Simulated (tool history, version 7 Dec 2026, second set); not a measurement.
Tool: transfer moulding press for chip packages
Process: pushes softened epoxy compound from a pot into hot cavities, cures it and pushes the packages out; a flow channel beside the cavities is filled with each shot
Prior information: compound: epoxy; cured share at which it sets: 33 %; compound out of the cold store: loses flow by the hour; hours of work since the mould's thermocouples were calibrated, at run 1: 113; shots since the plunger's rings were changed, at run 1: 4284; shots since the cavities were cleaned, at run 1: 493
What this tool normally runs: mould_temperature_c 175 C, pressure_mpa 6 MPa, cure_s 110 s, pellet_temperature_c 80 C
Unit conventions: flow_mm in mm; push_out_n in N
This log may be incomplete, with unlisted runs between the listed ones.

run     day  mould_temperature_c  pressure_mpa  cure_s  pellet_temperature_c  hours of work since the mould's thermocouples were calibrated  shots since the plunger's rings were changed  shots since the cavities were cleaned  incoming compound's hours out of the cold store  flow_mm  push_out_n
  1       0                  175             6     110                    80                                                            113                                          4284                                    493                                             19.6      976         481
      1.038  -- cavities cleaned with cleaning compound and waxed
  2   1.417                  175             6     110                    80                                                            138                                          4682                                    111                                             31.4      898         379
      1.721  -- plunger's sealing rings changed
  3   2.592                  175             6     110                    80                                                            158                                           256                                    425                                             30.1      943         469
      3.812  -- cavities cleaned with cleaning compound and waxed
  4   4.038                  175             6     110                    80                                                            183                                           663                                     65                                               42      870         364
  5   5.262                  175             6     110                    80                                                            205                                          1023                                    425                                             41.2      885         451
      6.462  -- cavities cleaned with cleaning compound and waxed
  6   6.708                  175             6     110                    80                                                            231                                          1430                                     72                                             25.7      954         354
  7   8.196                  175             6     110                    80                                                            258                                          1868                                    510                                             23.2      965         479
      9.133  -- cavities cleaned with cleaning compound and waxed
  8   9.571                  175             6     110                    80                                                            282                                          2253                                    129                                             27.9      935         399
  9  10.471                  175             6     110                    80                                                            299                                          2519                                    395                                             16.4      996         460
 10  11.379                  168             6     110                    80                                                            315                                          2785                                    661                                             35.3      917         688
     11.788  -- cavities cleaned with cleaning compound and waxed
 11  12.521                  177             6     110                    80                                                            335                                          3103                                    217                                             35.6      887         385
 12  13.733                  177             6     110                    80                                                            357                                          3459                                    573                                             14.7      995         481
     14.558  -- cavities cleaned with cleaning compound and waxed
 13  14.625                  180          4.91     107                    71                                                            372                                          3703                                     20                                              8.7      929         329
      14.85  -- mould's thermocouples calibrated
 14  15.596                  175             6     133                    73                                                             14                                          3964                                    281                                             38.6      868         369
 15  16.929                  175             6     101                    80                                                             38                                          4356                                    673                                             45.8      832         560
     17.304  -- cavities cleaned with cleaning compound and waxed
 16  18.033                  182             6     102                    74                                                             57                                          4663                                    215                                             19.6      938         399
     18.438  -- plunger's sealing rings changed
 17  19.138                  182          7.23     113                    87                                                             75                                           205                                    508                                             28.3     1000         438
     20.096  -- cavities cleaned with cleaning compound and waxed
 18  20.467                  182          7.23     113                    87                                                             99                                           578                                    109                                             35.7      960         357
 19  21.904                  168             6     110                    80                                                            125                                          1000                                    531                                             16.6     1045         715
     22.775  -- cavities cleaned with cleaning compound and waxed
 20  23.442                  176          5.65     110                    83                                                            152                                          1434                                    196                                              9.4     1010         407

Selected run-to-run steps in flow_mm, each split into two signed amounts: the part the tool would show with no hidden state at all (from settings, incoming material and random variation), and the remainder, which goes to the hidden state together with any gauge scatter not common to the measured and the hidden-state-free results:
The tool's hidden condition here consists of: true mould temperature over the reading, C; pressure that reaches the compound, % of what is set; grip of the stained cavities, % over clean ones'; drift of the gauge itself on flow_mm, %; drift of the gauge itself on push_out_n, %.
Run 2 -> 3: plunger's sealing rings changed. flow_mm +45 mm: hidden state +25, all else +20.
Run 11 -> 12: settings left as they were, no log entry in between. flow_mm +108 mm: hidden state -5, all else +113.
Run 15 -> 16: mould_temperature_c 175 -> 182, cure_s 101 -> 102, pellet_temperature_c 80 -> 74, cavities cleaned with cleaning compound and waxed. flow_mm +106 mm: hidden state -5, all else +111.
Run 16 -> 17: pressure_mpa 6 -> 7.23, cure_s 102 -> 113, pellet_temperature_c 74 -> 87, plunger's sealing rings changed. flow_mm +62 mm: hidden state +27, all else +35.
